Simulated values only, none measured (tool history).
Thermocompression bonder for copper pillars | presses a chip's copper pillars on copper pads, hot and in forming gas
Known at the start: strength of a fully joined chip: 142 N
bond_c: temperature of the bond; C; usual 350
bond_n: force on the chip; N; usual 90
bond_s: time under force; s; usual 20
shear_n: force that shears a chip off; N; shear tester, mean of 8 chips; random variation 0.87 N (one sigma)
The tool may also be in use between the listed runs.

Run 1, hour 0.0: usual settings. Result: shear_n 56.9 N.
Run 2, hour 49.0: usual settings. Result: shear_n 55.4 N.
At hour 55.0: heater calibrated with a thermocouple chip.
At hour 72.4: forming gas filter changed.
Run 3, hour 118.4: usual settings but bond_n 83 N. Result: shear_n 56.7 N.
Run 4, hour 192.9: usual settings but bond_n 83 N. Result: shear_n 54.3 N.
Run 5, hour 236.2: usual settings. Result: shear_n 57.4 N.
Run 6, hour 316.0: usual settings. Result: shear_n 54.3 N.
At hour 363.8: heater calibrated with a thermocouple chip, once more.
At hour 371.7: forming gas filter changed.
Run 7, hour 373.6: usual settings. Result: shear_n 68.8 N.
Run 8, hour 449.4: usual settings. Result: shear_n 66.0 N.
Run 9, hour 517.5: usual settings. Result: shear_n 62.6 N.
Run 10, hour 555.1: usual settings. Result: shear_n 61.7 N.
Run 11, hour 611.0: usual settings. Result: shear_n 62.5 N.
Run 12, hour 661.7: usual settings but bond_s 11 s. Result: shear_n 48.0 N.
At hour 668.8: forming gas filter changed.
Run 13, hour 732.0: usual settings but bond_n 76 N, bond_s 11 s. Result: shear_n 45.9 N.
Run 14, hour 786.0: usual settings but bond_n 76 N, bond_s 11 s. Result: shear_n 44.2 N.
Run 15, hour 819.4: usual settings but bond_n 76 N, bond_s 11 s. Result: shear_n 43.6 N.
Run 16, hour 896.0: usual settings. Result: shear_n 60.3 N.
Run 17, hour 928.9: usual settings. Result: shear_n 59.7 N.
At hour 963.8: forming gas filter changed.
Run 18, hour 963.8: usual settings but bond_c 361 C, bond_n 54 N. Result: shear_n 49.2 N.
At hour 1002.9: force cell calibrated.
Run 19, hour 1002.9: usual settings but bond_c 361 C, bond_n 54 N. Result: shear_n 50.1 N.
Run 20, hour 1063.0: usual settings but bond_c 361 C, bond_n 54 N. Result: shear_n 50.8 N.
Run 21, hour 1118.1: usual settings but bond_c 359 C, bond_s 11 s. Result: shear_n 55.1 N.
Run 22, hour 1189.2: usual settings but bond_c 359 C, bond_s 11 s. Result: shear_n 52.4 N.
Run 23, hour 1245.7: usual settings but bond_c 351 C, bond_n 58 N, bond_s 16 s. Result: shear_n 38.3 N.
At hour 1260.1: forming gas filter changed.
Run 24, hour 1304.9: usual settings but bond_c 346 C, bond_s 11 s. Result: shear_n 48.6 N.
Run 25, hour 1365.6: usual settings but bond_c 371 C, bond_n 66 N, bond_s 41 s. Result: shear_n 77.4 N.
At hour 1388.1: heater calibrated with a thermocouple chip.
Run 26, hour 1416.7: usual settings but bond_c 371 C, bond_n 66 N, bond_s 41 s. Result: shear_n 83.8 N.
Run 27, hour 1486.4: usual settings but bond_n 94 N. Result: shear_n 68.0 N.
Run 28, hour 1540.4: usual settings but bond_c 361 C, bond_n 80 N. Result: shear_n 64.9 N.
At hour 1556.4: forming gas filter changed.
Run 29, hour 1598.6: usual settings but bond_c 361 C, bond_n 80 N. Result: shear_n 70.4 N.
Run 30, hour 1670.6: usual settings but bond_c 334 C, bond_n 77 N, bond_s 26 s. Result: shear_n 58.3 N.
Run 31, hour 1720.0: usual settings but bond_c 379 C, bond_n 68 N, bond_s 29 s. Result: shear_n 79.8 N.
Run 32, hour 1766.8: usual settings but bond_c 374 C, bond_n 68 N, bond_s 13 s. Result: shear_n 56.4 N.
Run 33, hour 1819.9: usual settings but bond_c 377 C, bond_n 117 N, bond_s 10 s. Result: shear_n 75.0 N.

Forecast each of these 5 alternatives for the next run:
At hour 1852.6: forming gas filter changed.
Run A, hour 1852.9: usual settings but bond_c 338 C, bond_n 125 N, bond_s 10 s. Result: shear_n ?.
At hour 1852.6: forming gas filter changed.
Run B, hour 1852.9: usual settings but bond_c 373 C, bond_n 106 N, bond_s 17 s. Result: shear_n ?.
At hour 1852.6: forming gas filter changed.
Run C, hour 1852.9: usual settings but bond_c 372 C, bond_n 117 N, bond_s 10 s. Result: shear_n ?.
At hour 1852.6: forming gas filter changed.
Run D, hour 1852.9: usual settings but bond_c 344 C, bond_n 126 N, bond_s 33 s. Result: shear_n ?.
At hour 1852.6: forming gas filter changed.
Run E, hour 1852.9: usual settings but bond_n 92 N. Result: shear_n ?.

run  shear_n
  A     60.5
  B     86.2
  C     77.6
  D     92.2
  E     70.3
Without the tool's hidden state the same runs would have given:
run  shear_n
  A     64.0
  B     89.9
  C     81.3
  D     96.0
  E     74.0
